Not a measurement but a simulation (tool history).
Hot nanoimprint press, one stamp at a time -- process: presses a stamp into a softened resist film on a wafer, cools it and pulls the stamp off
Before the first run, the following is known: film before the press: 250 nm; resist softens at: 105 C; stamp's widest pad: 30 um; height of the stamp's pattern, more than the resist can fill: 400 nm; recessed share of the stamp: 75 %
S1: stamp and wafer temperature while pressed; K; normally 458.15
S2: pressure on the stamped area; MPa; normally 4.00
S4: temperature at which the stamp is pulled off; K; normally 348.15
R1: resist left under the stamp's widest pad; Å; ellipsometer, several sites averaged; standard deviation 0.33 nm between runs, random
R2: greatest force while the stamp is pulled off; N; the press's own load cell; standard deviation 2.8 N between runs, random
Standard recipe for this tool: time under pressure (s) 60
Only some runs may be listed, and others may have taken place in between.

Run 1, hour 0.0: usual settings. Result: R1 1425 Å, R2 173 N.
Run 2, hour 8.0: usual settings but S4 347.15 K. Result: R1 1423 Å, R2 179 N.
Run 3, hour 16.9: usual settings but S1 448.15 K. Result: R1 1834 Å, R2 182 N.
Run 4, hour 22.2: usual settings but S1 448.15 K. Result: R1 1829 Å, R2 183 N.
Run 5, hour 29.2: usual settings but S1 448.15 K, S4 344.15 K. Result: R1 1829 Å, R2 193 N.
Run 6, hour 34.2: usual settings but S1 448.15 K, S2 4.92 MPa, S4 344.15 K. Result: R1 1733 Å, R2 197 N.
Run 7, hour 41.8: usual settings but S1 448.15 K, S2 4.92 MPa, S4 344.15 K. Result: R1 1727 Å, R2 205 N.
Run 8, hour 48.9: usual settings but S1 448.15 K, S2 4.92 MPa, S4 344.15 K. Result: R1 1720 Å, R2 208 N.
Run 9, hour 55.9: usual settings. Result: R1 1418 Å, R2 193 N.
Run 10, hour 62.7: usual settings. Result: R1 1422 Å, R2 191 N.
Run 11, hour 66.6: usual settings. Result: R1 1413 Å, R2 190 N.
Run 12, hour 72.6: usual settings but time under pressure (s) 89. Result: R1 1244 Å, R2 198 N.
Run 13, hour 80.1: usual settings but time under pressure (s) 95. Result: R1 1225 Å, R2 205 N.
Run 14, hour 86.2: usual settings but time under pressure (s) 95. Result: R1 1218 Å, R2 201 N.
Run 15, hour 92.2: usual settings. Result: R1 1415 Å, R2 208 N.
Run 16, hour 98.2: usual settings but S2 2.76 MPa, time under pressure (s) 89, S4 351.15 K. Result: R1 1450 Å, R2 195 N.
Run 17, hour 103.4: usual settings but S2 2.76 MPa, time under pressure (s) 89, S4 342.15 K. Result: R1 1452 Å, R2 222 N.
Run 18, hour 111.3: usual settings but S2 2.76 MPa, time under pressure (s) 89, S4 342.15 K. Result: R1 1459 Å, R2 231 N.
Run 19, hour 117.0: usual settings but S1 465.15 K, S2 3.34 MPa, time under pressure (s) 49, S4 342.15 K. Result: R1 1341 Å, R2 230 N.
Run 20, hour 122.6: usual settings but S1 452.15 K, time under pressure (s) 84, S4 354.15 K. Result: R1 1513 Å, R2 190 N.
Run 21, hour 131.2: usual settings but S1 448.15 K, S2 3.52 MPa. Result: R1 1892 Å, R2 212 N.
Run 22, hour 139.6: usual settings but S1 460.15 K, S2 4.43 MPa, time under pressure (s) 91, S4 346.15 K. Result: R1 1102 Å, R2 220 N.
Run 23, hour 148.2: usual settings but S1 460.15 K, S2 4.43 MPa, time under pressure (s) 91, S4 346.15 K. Result: R1 1100 Å, R2 233 N.
Run 24, hour 156.9: usual settings but S1 460.15 K, S2 4.81 MPa, time under pressure (s) 91, S4 346.15 K. Result: R1 1056 Å, R2 228 N.
Run 25, hour 166.2: usual settings but S1 459.15 K, S2 2.94 MPa, time under pressure (s) 97, S4 343.15 K. Result: R1 1333 Å, R2 247 N.
Run 26, hour 170.4: usual settings but S1 459.15 K, S2 2.94 MPa, time under pressure (s) 97, S4 343.15 K. Result: R1 1333 Å, R2 249 N.
Run 27, hour 179.7: usual settings but S1 452.15 K, S2 2.74 MPa, time under pressure (s) 39, S4 345.15 K. Result: R1 2020 Å, R2 253 N.
Run 28, hour 188.5: usual settings but S1 452.15 K, S2 2.74 MPa, time under pressure (s) 39, S4 345.15 K. Result: R1 2015 Å, R2 234 N.
At hour 198.8: stamp cleaned and given a new release coat.
Run 29, hour 198.8: usual settings but S1 452.15 K, S2 2.74 MPa, time under pressure (s) 39, S4 345.15 K. Result: R1 2020 Å, R2 135 N.

Branching from run 29: 5 alternative next runs. What would each branch give?
Run A, hour 207.5: usual settings but S1 465.15 K, S2 2.74 MPa, time under pressure (s) 49, S4 340.15 K. Result: R1 ?, R2 ?.
Run B, hour 207.5: usual settings but S1 459.15 K, time under pressure (s) 47, S4 350.15 K. Result: R1 ?, R2 ?.
Run C, hour 207.5: usual settings but S1 450.15 K, S2 4.08 MPa, time under pressure (s) 54. Result: R1 ?, R2 ?.
Run D, hour 207.5: usual settings but S2 4.77 MPa, time under pressure (s) 69, S4 349.15 K. Result: R1 ?, R2 ?.
Run E, hour 207.5: usual settings but S1 452.15 K, S2 2.74 MPa, time under pressure (s) 39, S4 349.15 K. Result: R1 ?, R2 ?.

run    R1   R2
  A  1453  148
  B  1471  130
  C  1765  129
  D  1234  126
  E  2015  134
The same runs, with their run-to-run variation unchanged, on a tool lacking any hidden condition would have given:
run    R1   R2
  A  1476  147
  B  1493  130
  C  1788  129
  D  1252  126
  E  2036  133
